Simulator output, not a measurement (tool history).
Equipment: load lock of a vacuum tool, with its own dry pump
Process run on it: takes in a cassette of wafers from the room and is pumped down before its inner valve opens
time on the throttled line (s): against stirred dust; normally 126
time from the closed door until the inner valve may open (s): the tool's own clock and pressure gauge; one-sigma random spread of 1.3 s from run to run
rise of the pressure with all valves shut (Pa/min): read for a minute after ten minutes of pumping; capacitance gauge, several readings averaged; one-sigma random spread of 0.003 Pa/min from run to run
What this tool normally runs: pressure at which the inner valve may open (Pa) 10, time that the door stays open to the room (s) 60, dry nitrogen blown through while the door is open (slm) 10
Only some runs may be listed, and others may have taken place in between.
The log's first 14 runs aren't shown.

run,hour,time on the throttled line (s),pressure at which the inner valve may open (Pa),time that the door stays open to the room (s),dry nitrogen blown through while the door is open (slm),hours that the pump has run since its overhaul,times that the door has closed on its seal,"incoming humidity of the room's air, %",time from the closed door until the inner valve may open (s),rise of the pressure with all valves shut (Pa/min)
15,5703.4,126,10,60,10,6097,55363,40.5,211.8,0.373
# hour 6107.1: door's seal changed, seat wiped
16,6223,126,10,60,10,6615,324,47.2,211.7,0.036
17,6783.8,126,10,60,13,7176,1893,46.3,208.8,0.033
18,7336.6,126,10,60,5,7729,3440,45.9,214.2,0.053
19,7721,126,9,60,9,8113,4515,47,213,0.049
20,8083.1,65,10,35,5,8475,5528,43.1,161,0.038
21,8693.1,65,10,35,5,9085,7235,49.5,160.5,0.051
22,9198.9,65,10,35,5,9591,8650,40.8,160.9,0.051
23,9611,65,10,53,17,10003,9804,47,165.2,0.055
24,10207.4,173,10,60,31,10599,11472,45.9,257.5,0.056
25,10713.4,173,10,60,31,11105,12888,47,259.2,0.057
26,11227.6,126,10,80,6,11620,14327,44.6,219.1,0.096
27,11645.8,126,9,80,44,12038,15497,49.7,221,0.073
28,11962.6,197,10,123,31,12355,16383,46.7,282,0.084
29,12228.3,118,7,46,7,12620,17127,45.7,216.8,0.089
30,12619.6,206,10,89,10,13012,18222,43.8,291.6,0.107
31,13079.3,206,10,89,10,13471,19508,46.4,291.5,0.118
32,13513,126,18,70,9,13905,20721,44.8,217.7,0.118
33,14118.9,211,10,60,10,14511,22417,43.8,298.4,0.119
34,14432,83,12,32,17,14824,23293,46,181.8,0.106
35,14977.1,151,11,49,28,15369,24818,45.5,245.8,0.117
36,15417.1,73,20,60,5,15809,26049,41.1,170,0.138

Each row is a separate what-if for the run after 36, all from the same tool condition, not one after another. Results?
A,15833.1,126,11,60,10,16225,27213,46.5,?,?
B,15833.1,73,20,78,5,16225,27213,44.9,?,?
C,15833.1,73,9,60,23,16225,27213,41.8,?,?
D,15833.1,83,10,232,16,16225,27213,43.8,?,?

run,time from the closed door until the inner valve may open (s),rise of the pressure with all valves shut (Pa/min)
A,228.7,0.15
B,169.5,0.167
C,180.1,0.136
D,188.4,0.183
The same runs, with their run-to-run variation unchanged, on a tool lacking any hidden condition would have given:
run,time from the closed door until the inner valve may open (s),rise of the pressure with all valves shut (Pa/min)
A,207,0.035
B,148.8,0.052
C,156.9,0.022
D,165.9,0.069

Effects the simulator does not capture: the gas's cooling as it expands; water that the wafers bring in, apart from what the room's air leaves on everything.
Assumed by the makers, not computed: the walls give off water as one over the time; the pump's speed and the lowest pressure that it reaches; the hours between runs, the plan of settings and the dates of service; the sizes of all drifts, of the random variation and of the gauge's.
